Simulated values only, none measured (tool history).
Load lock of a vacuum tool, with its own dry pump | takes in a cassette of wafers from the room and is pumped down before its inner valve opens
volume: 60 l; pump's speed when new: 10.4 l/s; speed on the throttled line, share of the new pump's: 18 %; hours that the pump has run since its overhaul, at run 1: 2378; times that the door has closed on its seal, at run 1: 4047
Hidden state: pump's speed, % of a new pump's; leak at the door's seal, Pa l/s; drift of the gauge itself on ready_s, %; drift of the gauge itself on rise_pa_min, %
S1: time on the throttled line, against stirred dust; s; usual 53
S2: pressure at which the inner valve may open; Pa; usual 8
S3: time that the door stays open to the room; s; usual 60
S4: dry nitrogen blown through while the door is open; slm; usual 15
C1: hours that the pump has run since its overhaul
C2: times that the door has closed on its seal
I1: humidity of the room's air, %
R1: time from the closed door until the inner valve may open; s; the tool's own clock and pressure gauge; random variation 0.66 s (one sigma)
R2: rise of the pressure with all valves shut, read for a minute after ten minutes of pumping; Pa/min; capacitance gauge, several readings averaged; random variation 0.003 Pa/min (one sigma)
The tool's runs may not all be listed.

Run 1, hour 0.0: usual settings; C1 2378; C2 4047; I1 42.7. Result: R1 98.6 s, R2 0.023 Pa/min.
Run 2, hour 144.0: usual settings; C1 2522; C2 4351; I1 47.1. Result: R1 100.9 s, R2 0.023 Pa/min.
Run 3, hour 320.3: usual settings; C1 2699; C2 4723; I1 46.6. Result: R1 98.4 s, R2 0.024 Pa/min.
Run 4, hour 454.1: usual settings but S1 91 s; C1 2832; C2 5005; I1 43.8. Result: R1 131.1 s, R2 0.023 Pa/min.
Run 5, hour 565.7: usual settings; C1 2944; C2 5240; I1 46.3. Result: R1 99.5 s, R2 0.023 Pa/min.
Run 6, hour 726.3: usual settings; C1 3105; C2 5578; I1 45.1. Result: R1 99.8 s, R2 0.020 Pa/min.
Run 7, hour 918.2: usual settings; C1 3296; C2 5983; I1 46.9. Result: R1 100.4 s, R2 0.027 Pa/min.
Run 8, hour 1100.9: usual settings; C1 3479; C2 6368; I1 41.8. Result: R1 100.6 s, R2 0.021 Pa/min.
Run 9, hour 1216.4: usual settings; C1 3595; C2 6611; I1 45.8. Result: R1 100.2 s, R2 0.028 Pa/min.
Run 10, hour 1333.9: usual settings; C1 3712; C2 6859; I1 43.0. Result: R1 100.5 s, R2 0.029 Pa/min.
Run 11, hour 1530.0: usual settings; C1 3908; C2 7272; I1 44.1. Result: R1 100.5 s, R2 0.026 Pa/min.
Run 12, hour 1628.6: usual settings; C1 4007; C2 7480; I1 46.1. Result: R1 100.9 s, R2 0.038 Pa/min.
Run 13, hour 1778.4: usual settings; C1 4157; C2 7796; I1 45.2. Result: R1 100.4 s, R2 0.029 Pa/min.
Run 14, hour 1904.5: usual settings but S1 45 s, S2 6 Pa, S3 39 s, S4 6 slm; C1 4283; C2 8062; I1 43.3. Result: R1 95.5 s, R2 0.033 Pa/min.
Run 15, hour 2070.6: usual settings but S1 39 s, S3 204 s, S4 6 slm; C1 4449; C2 8412; I1 48.5. Result: R1 89.4 s, R2 0.048 Pa/min.
Run 16, hour 2253.3: usual settings but S1 39 s, S3 204 s, S4 6 slm; C1 4632; C2 8797; I1 44.7. Result: R1 89.0 s, R2 0.043 Pa/min.
Run 17, hour 2418.6: usual settings but S1 39 s, S2 14 Pa, S3 54 s, S4 14 slm; C1 4797; C2 9145; I1 45.5. Result: R1 86.4 s, R2 0.031 Pa/min.
Run 18, hour 2584.3: usual settings but S1 79 s, S4 13 slm; C1 4963; C2 9495; I1 46.6. Result: R1 122.7 s, R2 0.036 Pa/min.
Run 19, hour 2678.2: usual settings but S1 79 s, S4 13 slm; C1 5057; C2 9693; I1 44.4. Result: R1 123.0 s, R2 0.033 Pa/min.
Run 20, hour 2768.3: usual settings but S1 39 s, S2 9 Pa, S3 180 s, S4 14 slm; C1 5147; C2 9882; I1 43.5. Result: R1 88.9 s, R2 0.039 Pa/min.
Run 21, hour 2889.5: usual settings but S2 11 Pa; C1 5268; C2 10138; I1 43.5. Result: R1 99.7 s, R2 0.034 Pa/min.
Run 22, hour 3047.4: usual settings but S2 11 Pa; C1 5426; C2 10471; I1 42.8. Result: R1 100.2 s, R2 0.037 Pa/min.
Run 23, hour 3246.4: usual settings but S2 14 Pa, S4 9 slm; C1 5625; C2 10890; I1 45.6. Result: R1 98.4 s, R2 0.041 Pa/min.

3 ways to go on from here, each from the tool as it stands after run 23. What would each give?
Run A, hour 3334.5: usual settings but S1 79 s, S2 12 Pa, S3 43 s; C1 5713; C2 11076; I1 46.0. Result: R1 ?, R2 ?.
Run B, hour 3334.5: usual settings but S1 33 s; C1 5713; C2 11076; I1 45.2. Result: R1 ?, R2 ?.
Run C, hour 3334.5: usual settings but S1 38 s, S4 13 slm; C1 5713; C2 11076; I1 46.6. Result: R1 ?, R2 ?.

run     R1     R2
  A  120.2  0.031
  B   85.2  0.034
  C   89.0  0.034
Without the tool's hidden state the same runs would have given:
run     R1     R2
  A  117.2  0.012
  B   81.4  0.016
  C   85.3  0.015

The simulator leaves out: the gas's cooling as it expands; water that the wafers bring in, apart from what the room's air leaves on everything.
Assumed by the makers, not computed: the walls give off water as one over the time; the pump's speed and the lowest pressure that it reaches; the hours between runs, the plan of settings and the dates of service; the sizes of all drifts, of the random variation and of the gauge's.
